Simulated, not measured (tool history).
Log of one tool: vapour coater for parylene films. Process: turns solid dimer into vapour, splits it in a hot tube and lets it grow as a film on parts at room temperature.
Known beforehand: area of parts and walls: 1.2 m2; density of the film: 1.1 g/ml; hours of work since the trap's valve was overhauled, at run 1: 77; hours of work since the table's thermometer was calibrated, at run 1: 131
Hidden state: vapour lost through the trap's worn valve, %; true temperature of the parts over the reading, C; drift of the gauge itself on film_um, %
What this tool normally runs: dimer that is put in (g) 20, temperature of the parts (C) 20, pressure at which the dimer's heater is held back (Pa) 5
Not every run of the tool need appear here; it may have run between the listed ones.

run	hour	dimer that is put in (g)	temperature of the parts (C)	pressure at which the dimer's heater is held back (Pa)	hours of work since the trap's valve was overhauled	hours of work since the table's thermometer was calibrated	thickness of the film (um)
1	0	20	20	5	77	131	10.59
2	25.4	20	20	8.23	92	145	10.2
3	58.9	20	20	5	111	164	10.4
4	98.3	20	20	5	133	187	10.28
5	129.6	34	20	5	151	205	17.84
6	152.3	34	20	5	164	217	17.46
# hour 156.4: table's thermometer calibrated
7	180	34	20	5	179	13	17.18
8	204.7	34	17	5	193	27	17.9
9	232.5	34	17	5	209	43	17.63
# hour 248: trap's valve overhauled
10	258.4	34	24	5	6	56	17.69
11	280.9	34	24	5	19	68	17.28
# hour 290.7: table's thermometer calibrated, once more
12	304.4	29	20	10.27	31	8	15.35
13	334.7	29	20	10.27	49	25	15.13
14	351.1	19	20	11.29	58	34	9.96
15	383.6	19	20	11.29	76	53	9.88
16	406.2	12	20	5.38	89	66	6.39

Each row is a separate what-if for the run after 16, all from the same tool condition, not one after another. Results?
A	438.4	28	19	5.38	108	84	?
B	438.4	12	20	3.4	108	84	?
C	438.4	31	16	9.85	108	84	?
D	438.4	12	12	5.69	108	84	?

run	thickness of the film (um)
A	15.05
B	6.44
C	16.97
D	7.1
With the hidden condition removed and each run's random variation left untouched, the same runs would have given:
run	thickness of the film (um)
A	15.89
B	6.8
C	17.92
D	7.5
